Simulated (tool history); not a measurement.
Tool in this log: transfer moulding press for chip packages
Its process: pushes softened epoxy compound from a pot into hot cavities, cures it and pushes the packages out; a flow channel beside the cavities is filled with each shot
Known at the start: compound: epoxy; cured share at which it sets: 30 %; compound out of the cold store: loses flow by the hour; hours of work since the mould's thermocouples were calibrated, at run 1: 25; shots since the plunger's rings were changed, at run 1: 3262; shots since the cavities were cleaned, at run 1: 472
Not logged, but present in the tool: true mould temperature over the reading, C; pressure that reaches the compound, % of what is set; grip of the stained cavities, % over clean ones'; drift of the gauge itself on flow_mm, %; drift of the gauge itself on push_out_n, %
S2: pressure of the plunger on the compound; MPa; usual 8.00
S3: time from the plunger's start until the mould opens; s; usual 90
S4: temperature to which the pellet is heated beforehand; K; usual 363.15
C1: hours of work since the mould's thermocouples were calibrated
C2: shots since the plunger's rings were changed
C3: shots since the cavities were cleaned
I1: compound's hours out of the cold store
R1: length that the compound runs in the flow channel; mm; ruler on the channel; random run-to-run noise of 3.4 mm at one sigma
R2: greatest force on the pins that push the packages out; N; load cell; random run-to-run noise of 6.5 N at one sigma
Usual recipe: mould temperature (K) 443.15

run 1 hour=0.0 | mould_temperature_(K)=443.15 S2=8.00 S3=90 S4=363.15 | C1=25 C2=3262 C3=472 | I1=45.7 | R1=559 R2=408
-- hour=3.5 cavities cleaned with cleaning compound and waxed
run 2 hour=33.1 | mould_temperature_(K)=443.15 S2=8.00 S3=90 S4=363.15 | C1=47 C2=3669 C3=382 | I1=37.7 | R1=560 R2=391
-- hour=43.5 cavities cleaned with cleaning compound and waxed
run 3 hour=63.6 | mould_temperature_(K)=443.15 S2=8.00 S3=90 S4=363.15 | C1=67 C2=4044 C3=260 | I1=43.0 | R1=552 R2=346
-- hour=82.6 cavities cleaned with cleaning compound and waxed
run 4 hour=90.8 | mould_temperature_(K)=443.15 S2=8.00 S3=90 S4=363.15 | C1=84 C2=4376 C3=106 | I1=25.1 | R1=583 R2=302
run 5 hour=114.9 | mould_temperature_(K)=443.15 S2=8.00 S3=90 S4=354.15 | C1=101 C2=4686 C3=416 | I1=39.8 | R1=548 R2=382
-- hour=120.3 plunger's sealing rings changed
-- hour=127.1 cavities cleaned with cleaning compound and waxed
run 6 hour=148.9 | mould_temperature_(K)=449.15 S2=8.00 S3=90 S4=363.15 | C1=121 C2=349 C3=280 | I1=19.8 | R1=625 R2=309
-- hour=167.9 cavities cleaned with cleaning compound and waxed
run 7 hour=171.0 | mould_temperature_(K)=443.15 S2=8.00 S3=85 S4=363.15 | C1=136 C2=616 C3=40 | I1=44.9 | R1=587 R2=294
run 8 hour=196.6 | mould_temperature_(K)=446.15 S2=7.76 S3=96 S4=362.15 | C1=153 C2=946 C3=370 | I1=26.9 | R1=596 R2=346
-- hour=207.6 cavities cleaned with cleaning compound and waxed
run 9 hour=217.0 | mould_temperature_(K)=443.15 S2=7.10 S3=90 S4=359.15 | C1=166 C2=1190 C3=122 | I1=16.2 | R1=588 R2=299
run 10 hour=236.6 | mould_temperature_(K)=443.15 S2=7.10 S3=90 S4=359.15 | C1=180 C2=1443 C3=375 | I1=22.1 | R1=579 R2=382
-- hour=247.9 cavities cleaned with cleaning compound and waxed
run 11 hour=254.7 | mould_temperature_(K)=443.15 S2=7.10 S3=90 S4=359.15 | C1=191 C2=1657 C3=88 | I1=45.8 | R1=540 R2=295
-- hour=288.3 cavities cleaned with cleaning compound and waxed
run 12 hour=289.0 | mould_temperature_(K)=443.15 S2=7.10 S3=96 S4=355.15 | C1=213 C2=2079 C3=8 | I1=43.4 | R1=539 R2=241

Here are 3 independent what-if runs from the current tool condition. What would each one return?
run A hour=308.0 | mould_temperature_(K)=449.15 S2=8.00 S3=90 S4=355.15 | C1=226 C2=2325 C3=254 | I1=21.3 | R1=? R2=?
run B hour=308.0 | mould_temperature_(K)=443.15 S2=7.10 S3=96 S4=362.15 | C1=226 C2=2325 C3=254 | I1=26.1 | R1=? R2=?
run C hour=308.0 | mould_temperature_(K)=443.15 S2=7.10 S3=123 S4=370.15 | C1=226 C2=2325 C3=254 | I1=21.7 | R1=? R2=?

run=A R1=589 R2=307
run=B R1=564 R2=331
run=C R1=568 R2=311
Without the tool's unlogged condition, the same runs would have read:
run=A R1=618 R2=226
run=B R1=592 R2=248
run=C R1=596 R2=231

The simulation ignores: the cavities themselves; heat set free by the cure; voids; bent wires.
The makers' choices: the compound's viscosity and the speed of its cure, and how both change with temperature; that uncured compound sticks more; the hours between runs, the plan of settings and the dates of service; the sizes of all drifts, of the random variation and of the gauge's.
